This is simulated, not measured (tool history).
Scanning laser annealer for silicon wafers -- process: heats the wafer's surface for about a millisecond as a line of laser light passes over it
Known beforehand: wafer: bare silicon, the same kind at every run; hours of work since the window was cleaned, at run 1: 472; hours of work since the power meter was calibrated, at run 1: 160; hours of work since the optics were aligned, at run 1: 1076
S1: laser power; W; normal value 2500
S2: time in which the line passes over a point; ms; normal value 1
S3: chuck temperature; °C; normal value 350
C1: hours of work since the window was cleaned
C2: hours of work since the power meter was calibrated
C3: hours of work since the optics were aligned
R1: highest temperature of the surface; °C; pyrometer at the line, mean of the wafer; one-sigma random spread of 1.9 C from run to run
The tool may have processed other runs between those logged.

run	hour	S1	S2	S3	C1	C2	C3	R1
1	0	2500	1	350	472	160	1076	1126
2	14.7	2316	1	350	480	169	1085	1074
3	34.2	2500	1	350	492	180	1096	1126
4	60.8	2500	1	350	507	196	1112	1127
5	76.7	2500	1	350	517	205	1121	1127
# hour 93.1: optics aligned, line set to its width
6	110.2	2418	1	350	533	222	10	1117
7	129.5	2418	1	350	545	233	21	1120
8	148.4	2500	0.76	350	556	244	32	1044

Expected results for the next run?
9	175.7	2500	0.76	350	572	260	48	?

R1: 1045 °C
Minus the tool's unlogged condition, the same run would have read R1 1072 °C.

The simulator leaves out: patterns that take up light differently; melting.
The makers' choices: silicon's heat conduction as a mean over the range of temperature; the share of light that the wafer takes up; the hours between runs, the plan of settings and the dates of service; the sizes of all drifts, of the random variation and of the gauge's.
